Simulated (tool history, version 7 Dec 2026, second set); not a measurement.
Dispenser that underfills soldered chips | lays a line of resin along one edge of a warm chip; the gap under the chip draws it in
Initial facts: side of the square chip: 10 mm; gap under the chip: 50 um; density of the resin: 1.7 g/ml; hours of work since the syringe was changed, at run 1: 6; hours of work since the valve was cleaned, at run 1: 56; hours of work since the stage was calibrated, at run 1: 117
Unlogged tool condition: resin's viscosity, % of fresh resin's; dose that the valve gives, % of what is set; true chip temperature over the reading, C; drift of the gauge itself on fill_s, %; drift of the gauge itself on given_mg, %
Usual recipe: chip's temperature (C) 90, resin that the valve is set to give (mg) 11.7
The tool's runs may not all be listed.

run	hour	chip's temperature (C)	resin that the valve is set to give (mg)	hours of work since the syringe was changed	hours of work since the valve was cleaned	hours of work since the stage was calibrated	time until the resin shows at the far edge (s)	resin that the valve gave (mg)
1	0	90	11.7	6	56	117	105.3	11.35
# hour 1.7: new syringe of resin
2	4	90	11.7	2	58	120	70.7	11.29
3	6.7	90	11.7	3	60	122	80.1	11.25
# hour 12.3: new syringe of resin
4	13.5	90	11.7	1	64	126	66.7	11.21
5	19.4	90	11.7	5	68	130	93.7	11.17
# hour 22.9: new syringe of resin
6	24.2	90	11.7	1	71	133	67.6	11.17
7	26.9	90	11.7	3	73	135	77.9	11.18
8	32.9	90	11.7	7	77	138	108.3	11.13
# hour 33.5: new syringe of resin
# hour 38.7: dispensing valve cleaned and set on the balance
9	40.4	90	11.7	4	1	143	85.6	11.7
10	44.4	90	11.7	6	4	145	106.2	11.68
# hour 45.1: new syringe of resin
11	50.4	90	11.7	3	7	149	82.8	11.66
# hour 55.9: new syringe of resin
12	57.1	90	11.7	1	12	153	66.3	11.67
13	60.5	90	11.7	3	14	155	80.1	11.62
14	64.1	95	11.7	5	16	158	82.3	11.62
# hour 66.7: new syringe of resin
15	69.8	95	13.1	2	20	161	60.5	13.01
16	74.3	95	13.1	5	23	164	76	12.93
# hour 77.4: new syringe of resin
17	79.8	99	11.7	2	26	168	50.7	11.53
18	83.4	99	11.7	4	29	170	60.4	11.51
19	86.6	99	11.7	6	31	172	73.6	11.51
# hour 88.1: new syringe of resin
20	92.2	80	11.3	3	34	176	118	11.06
21	97.3	90	11.4	6	38	179	104.9	11.11
# hour 98.9: new syringe of resin
22	101.9	90	11.4	2	40	182	73.2	11.14
23	105.6	76	11.3	4	43	184	160.6	11.05
# hour 109.4: new syringe of resin
24	110.8	88	13.1	1	46	188	69.3	12.7
25	114.1	100	13.1	3	48	190	52.1	12.77
# hour 120: new syringe of resin
26	120.3	98	11.2	0	52	194	46.7	10.86
27	126.2	98	11.2	4	56	198	65.3	10.86
# hour 130.6: new syringe of resin
28	132.2	97	10.7	1	60	201	53.2	10.34
29	135.3	100	13.8	3	62	203	52.9	13.27
30	138.1	100	13.8	5	64	205	60.2	13.22
# hour 141.5: new syringe of resin
31	141.6	100	13.8	0	66	207	40.4	13.29
32	147.1	86	10.1	4	69	211	104.5	9.72
33	151	86	10.1	6	72	213	128.1	9.69
# hour 152.2: new syringe of resin
34	155.1	90	10.1	2	74	216	77.1	9.63
35	158.7	75	11.2	4	77	218	166.4	10.69
# hour 163.1: new syringe of resin
# hour 164.2: dispensing valve cleaned and set on the balance
36	164.2	99	11.2	0	0	221	43.7	11.09
37	169.6	87	12.6	4	4	225	92.8	12.59

3 ways to go on from here, each from the tool as it stands after run 37. What would each give?
A	173.4	87	12.9	6	6	227	?	?
B	173.4	80	10.1	6	6	227	?	?
C	173.4	76	14.3	6	6	227	?	?

run	time until the resin shows at the far edge (s)	resin that the valve gave (mg)
A	113.4	12.77
B	160.9	10.08
C	174.8	14.25
With the hidden condition removed and each run's random variation left untouched, the same runs would have given:
run	time until the resin shows at the far edge (s)	resin that the valve gave (mg)
A	69.3	12.86
B	98	10.15
C	106.8	14.35
